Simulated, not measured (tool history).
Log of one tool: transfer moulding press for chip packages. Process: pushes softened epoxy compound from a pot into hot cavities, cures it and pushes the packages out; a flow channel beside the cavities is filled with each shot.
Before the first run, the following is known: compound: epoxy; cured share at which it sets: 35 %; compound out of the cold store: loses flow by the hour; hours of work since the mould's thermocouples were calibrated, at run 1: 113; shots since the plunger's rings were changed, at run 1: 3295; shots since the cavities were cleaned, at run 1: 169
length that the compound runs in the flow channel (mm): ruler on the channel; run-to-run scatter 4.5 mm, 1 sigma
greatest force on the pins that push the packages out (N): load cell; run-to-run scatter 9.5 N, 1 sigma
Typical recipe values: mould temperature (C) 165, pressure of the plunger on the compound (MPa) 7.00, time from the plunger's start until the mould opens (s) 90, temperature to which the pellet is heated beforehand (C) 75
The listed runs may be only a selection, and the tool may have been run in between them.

| run | hour | mould temperature (C) | pressure of the plunger on the compound (MPa) | time from the plunger's start until the mould opens (s) | temperature to which the pellet is heated beforehand (C) | hours of work since the mould's thermocouples were calibrated | shots since the plunger's rings were changed | shots since the cavities were cleaned | incoming compound's hours out of the cold store | length that the compound runs in the flow channel (mm) | greatest force on the pins that push the packages out (N) |
|---|---|---|---|---|---|---|---|---|---|---|---|
| 1 | 0.0 | 165 | 7.00 | 90 | 75 | 113 | 3295 | 169 | 12.9 | 794 | 558 |
| 2 | 8.1 | 165 | 7.00 | 90 | 75 | 118 | 3407 | 281 | 46.3 | 689 | 592 |
| 3 | 13.8 | 165 | 7.00 | 90 | 75 | 121 | 3485 | 359 | 12.3 | 786 | 614 |
| 4 | 22.1 | 165 | 7.00 | 72 | 75 | 127 | 3599 | 473 | 36.0 | 713 | 1015 |
| 5 | 28.2 | 165 | 7.00 | 72 | 75 | 131 | 3683 | 557 | 34.5 | 716 | 1007 |
| 6 | 35.8 | 165 | 7.00 | 90 | 76 | 135 | 3788 | 662 | 35.5 | 712 | 701 |
| 7 | 41.8 | 165 | 7.00 | 90 | 76 | 139 | 3871 | 745 | 20.1 | 761 | 715 |
| 8 | 49.9 | 165 | 8.47 | 90 | 75 | 144 | 3982 | 856 | 42.5 | 761 | 716 |
| 9 | 55.9 | 165 | 8.47 | 90 | 75 | 148 | 4064 | 938 | 44.9 | 744 | 717 |
| 10 | 60.8 | 165 | 8.47 | 90 | 75 | 151 | 4132 | 1006 | 40.0 | 764 | 736 |
| 11 | 64.7 | 165 | 8.47 | 90 | 75 | 154 | 4185 | 1059 | 13.7 | 856 | 761 |
| 12 | 69.3 | 165 | 7.00 | 90 | 72 | 157 | 4249 | 1123 | 10.1 | 797 | 784 |
|  | 72.0 | cavities cleaned with cleaning compound and waxed |
| 13 | 77.1 | 165 | 7.00 | 90 | 72 | 161 | 4336 | 70 | 36.3 | 703 | 780 |
| 14 | 85.1 | 165 | 7.00 | 90 | 72 | 166 | 4445 | 179 | 29.2 | 726 | 822 |
|  | 89.7 | cavities cleaned with cleaning compound and waxed, once more |
| 15 | 94.1 | 161 | 7.61 | 90 | 75 | 171 | 4548 | 60 | 46.6 | 706 | 592 |
| 16 | 99.8 | 161 | 7.61 | 90 | 75 | 174 | 4626 | 138 | 25.7 | 777 | 648 |
| 17 | 106.3 | 160 | 7.00 | 90 | 69 | 179 | 4716 | 228 | 17.4 | 769 | 841 |
| 18 | 113.2 | 158 | 5.44 | 72 | 68 | 183 | 4811 | 323 | 27.0 | 654 | 1683 |
| 19 | 118.5 | 165 | 7.00 | 72 | 71 | 186 | 4883 | 395 | 31.6 | 716 | 1032 |
| 20 | 123.1 | 173 | 7.00 | 117 | 70 | 189 | 4947 | 459 | 8.9 | 778 | 564 |
| 21 | 127.7 | 173 | 7.00 | 117 | 70 | 192 | 5010 | 522 | 31.1 | 698 | 581 |
| 22 | 134.7 | 173 | 7.92 | 90 | 70 | 197 | 5107 | 619 | 44.1 | 705 | 591 |
| 23 | 138.7 | 173 | 7.92 | 90 | 70 | 199 | 5162 | 674 | 12.1 | 802 | 605 |
| 24 | 147.8 | 173 | 7.92 | 90 | 70 | 205 | 5288 | 800 | 30.2 | 751 | 616 |
| 25 | 154.3 | 161 | 5.24 | 90 | 70 | 209 | 5376 | 888 | 36.9 | 612 | 888 |
| 26 | 158.2 | 165 | 7.00 | 116 | 75 | 212 | 5430 | 942 | 16.6 | 762 | 632 |
| 27 | 164.4 | 165 | 7.00 | 116 | 75 | 216 | 5516 | 1028 | 8.3 | 782 | 626 |
| 28 | 170.8 | 165 | 7.00 | 116 | 75 | 220 | 5604 | 1116 | 25.4 | 731 | 639 |

Some steps in length that the compound runs in the flow channel (mm) between neighbouring runs. How much of each would the tool show without its hidden state too (settings, what came in, random variation), and how much is left for the hidden state, with any gauge scatter that isn't in both results?
Hidden state present: true mould temperature over the reading, C; pressure that reaches the compound, % of what is set; grip of the stained cavities, % over clean ones'; drift of the gauge itself on flow_mm, %; drift of the gauge itself on push_out_n, %.
Run 24 -> 25: mould temperature (C) 173 -> 161, pressure of the plunger on the compound (MPa) 7.92 -> 5.24. length that the compound runs in the flow channel (mm) -139: hidden state +10, all else -149.
Run 25 -> 26: mould temperature (C) 161 -> 165, pressure of the plunger on the compound (MPa) 5.24 -> 7.00, time from the plunger's start until the mould opens (s) 90 -> 116, temperature to which the pellet is heated beforehand (C) 70 -> 75. length that the compound runs in the flow channel (mm) +150: hidden state -13, all else +163.

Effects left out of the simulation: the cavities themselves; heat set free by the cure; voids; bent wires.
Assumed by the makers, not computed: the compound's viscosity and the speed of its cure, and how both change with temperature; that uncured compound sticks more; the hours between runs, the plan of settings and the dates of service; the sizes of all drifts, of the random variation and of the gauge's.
